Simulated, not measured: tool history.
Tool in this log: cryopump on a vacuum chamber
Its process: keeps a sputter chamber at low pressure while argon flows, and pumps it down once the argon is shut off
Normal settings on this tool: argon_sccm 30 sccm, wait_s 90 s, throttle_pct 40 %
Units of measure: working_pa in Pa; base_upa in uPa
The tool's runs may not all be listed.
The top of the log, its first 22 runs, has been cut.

run,day,argon_sccm,wait_s,throttle_pct,working_pa,base_upa
23,32.075,30,210,40,0.0669,0.79
24,33.192,28,251,23,0.1093,0.71
25,34.258,28,251,23,0.1089,0.77
26,35.104,30,144,26,0.1032,0.96
27,36.225,30,144,26,0.103,0.98
28,37.054,46,144,26,0.1597,1.03
29,38.75,29,40,18,0.1431,2.21
30,40.567,60,91,40,0.1384,1.34
31,41.658,60,47,40,0.1404,2.04
32,42.517,30,90,24,0.1143,1.36
33,43.333,20,53,23,0.0801,1.93

Forecast each of these 5 alternatives for the next run:
A,45.083,15,115,39,?,?
B,45.083,49,70,25,?,?
C,45.083,30,90,22,?,?
D,45.083,30,90,20,?,?
E,45.083,15,293,38,?,?

run,working_pa,base_upa
A,0.0373,1.3
B,0.1815,1.64
C,0.124,1.51
D,0.1368,1.45
E,0.0384,1.02
What these runs would have given with no unlogged condition in the tool:
run,working_pa,base_upa
A,0.0342,0.68
B,0.1714,1.01
C,0.1178,0.88
D,0.1306,0.82
E,0.0353,0.36
